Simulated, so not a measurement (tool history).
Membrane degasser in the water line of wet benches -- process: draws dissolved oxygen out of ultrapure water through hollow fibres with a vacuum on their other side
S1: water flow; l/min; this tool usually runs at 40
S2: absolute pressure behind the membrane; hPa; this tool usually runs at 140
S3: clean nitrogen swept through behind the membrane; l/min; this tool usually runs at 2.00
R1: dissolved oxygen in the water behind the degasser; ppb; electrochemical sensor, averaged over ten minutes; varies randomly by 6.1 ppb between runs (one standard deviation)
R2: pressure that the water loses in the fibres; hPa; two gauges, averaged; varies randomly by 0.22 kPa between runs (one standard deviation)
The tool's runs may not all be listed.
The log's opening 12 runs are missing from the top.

run,hour,S1,S2,S3,R1,R2
13,982.9,64,91,2.00,838.0,885.0
14,1078.1,40,140,4.52,427.6,556.5
15,1146.7,40,140,4.52,434.8,554.3
16,1230.8,40,140,2.00,665.8,554.7
17,1333.9,40,222,2.00,988.3,559.2
18,1445.5,32,204,2.34,650.2,443.2
19,1499.6,55,153,1.24,1293.1,767.5
20,1562.7,29,140,1.24,641.7,407.6
21,1624.3,29,140,1.24,651.6,408.2
22,1677.5,29,140,1.24,637.2,403.5
23,1746.7,27,232,2.00,667.2,380.1
24,1859.4,54,86,0.89,942.1,757.7
25,1924.5,32,146,0.89,932.9,448.8
26,1995.2,32,338,0.89,1924.6,450.0
27,2085.1,31,140,2.00,506.9,437.9
28,2197.9,61,168,2.15,1190.4,861.6
29,2288.9,33,98,2.15,391.9,464.6
30,2373.1,33,98,2.15,386.6,464.5
31,2481.4,34,176,2.00,696.9,482.5

What if the next run were any one of these 3? Each begins from the tool's condition after run 31:
A,2544.2,50,296,2.00,?,?
B,2544.2,24,217,2.00,?,?
C,2544.2,40,265,1.71,?,?

run,R1,R2
A,1524.6,712.1
B,573.9,339.3
C,1264.1,567.2
Without the tool's hidden state the same runs would have given:
run,R1,R2
A,1435.6,648.1
B,532.9,308.7
C,1190.0,516.2
